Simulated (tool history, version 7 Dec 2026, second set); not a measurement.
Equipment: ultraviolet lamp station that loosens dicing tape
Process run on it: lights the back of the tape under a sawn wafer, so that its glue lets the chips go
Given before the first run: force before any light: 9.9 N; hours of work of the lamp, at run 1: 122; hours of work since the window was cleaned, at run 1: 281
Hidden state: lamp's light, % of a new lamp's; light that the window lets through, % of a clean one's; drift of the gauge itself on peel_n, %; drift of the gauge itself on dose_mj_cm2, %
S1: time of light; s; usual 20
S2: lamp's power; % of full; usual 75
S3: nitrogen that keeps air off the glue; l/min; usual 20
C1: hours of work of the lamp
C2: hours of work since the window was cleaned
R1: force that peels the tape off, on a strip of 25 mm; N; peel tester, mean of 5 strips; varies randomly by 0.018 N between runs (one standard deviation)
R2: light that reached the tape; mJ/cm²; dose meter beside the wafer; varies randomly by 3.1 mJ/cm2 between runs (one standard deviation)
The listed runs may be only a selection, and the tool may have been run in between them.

| run | day | S1 | S2 | S3 | C1 | C2 | R1 | R2 |
|---|---|---|---|---|---|---|---|---|
| 1 | 0 | 20 | 75 | 20 | 122 | 281 | 0.865 | 463 |
| 2 | 0.204 | 20 | 75 | 20 | 125 | 285 | 0.869 | 459 |
| 3 | 0.642 | 20 | 75 | 20 | 133 | 293 | 0.871 | 467 |
| 4 | 1.079 | 20 | 75 | 20 | 142 | 301 | 0.859 | 459 |
| 5 | 1.533 | 20 | 69 | 20 | 150 | 310 | 0.999 | 427 |
| 6 | 1.821 | 20 | 69 | 20 | 155 | 315 | 1.024 | 429 |
| 7 | 2.271 | 20 | 69 | 20 | 164 | 323 | 0.982 | 422 |
| 8 | 2.662 | 20 | 69 | 20 | 171 | 331 | 1.003 | 429 |
| 9 | 3.012 | 20 | 69 | 20 | 177 | 337 | 1.021 | 431 |
| 10 | 3.271 | 20 | 69 | 20 | 182 | 342 | 0.999 | 429 |
| 11 | 3.5 | 20 | 69 | 20 | 186 | 346 | 1.004 | 430 |
| 12 | 3.904 | 23 | 95 | 20 | 194 | 354 | 0.351 | 675 |
| 13 | 4.288 | 23 | 95 | 20 | 201 | 361 | 0.357 | 668 |
| 14 | 4.562 | 23 | 95 | 20 | 206 | 366 | 0.357 | 675 |
| 15 | 4.988 | 18 | 75 | 19 | 214 | 374 | 1.099 | 419 |
| 16 | 5.312 | 18 | 75 | 19 | 220 | 380 | 1.12 | 419 |
| 17 | 5.562 | 11 | 76 | 9 | 225 | 384 | 3.503 | 256 |
| 18 | 5.783 | 11 | 87 | 22 | 229 | 388 | 1.833 | 294 |
| 19 | 6.233 | 25 | 75 | 36 | 237 | 397 | 0.335 | 584 |
| 20 | 6.671 | 25 | 75 | 36 | 245 | 405 | 0.336 | 582 |
| 21 | 6.942 | 25 | 75 | 25 | 250 | 410 | 0.435 | 574 |
| 22 | 7.312 | 13 | 75 | 27 | 257 | 417 | 1.64 | 302 |

Alternative continuations, all from the tool just after run 22; predict every row:
| A | 7.608 | 13 | 84 | 15 | 262 | 422 | ? | ? |
| B | 7.608 | 35 | 75 | 14 | 262 | 422 | ? | ? |
| C | 7.608 | 17 | 70 | 8 | 262 | 422 | ? | ? |

| run | R1 | R2 |
|---|---|---|
| A | 1.904 | 338 |
| B | 0.32 | 815 |
| C | 2.443 | 372 |
Take away the tool's hidden state, keep each run's random variation, and the runs would have read:
| run | R1 | R2 |
|---|---|---|
| A | 1.901 | 339 |
| B | 0.319 | 815 |
| C | 2.44 | 372 |

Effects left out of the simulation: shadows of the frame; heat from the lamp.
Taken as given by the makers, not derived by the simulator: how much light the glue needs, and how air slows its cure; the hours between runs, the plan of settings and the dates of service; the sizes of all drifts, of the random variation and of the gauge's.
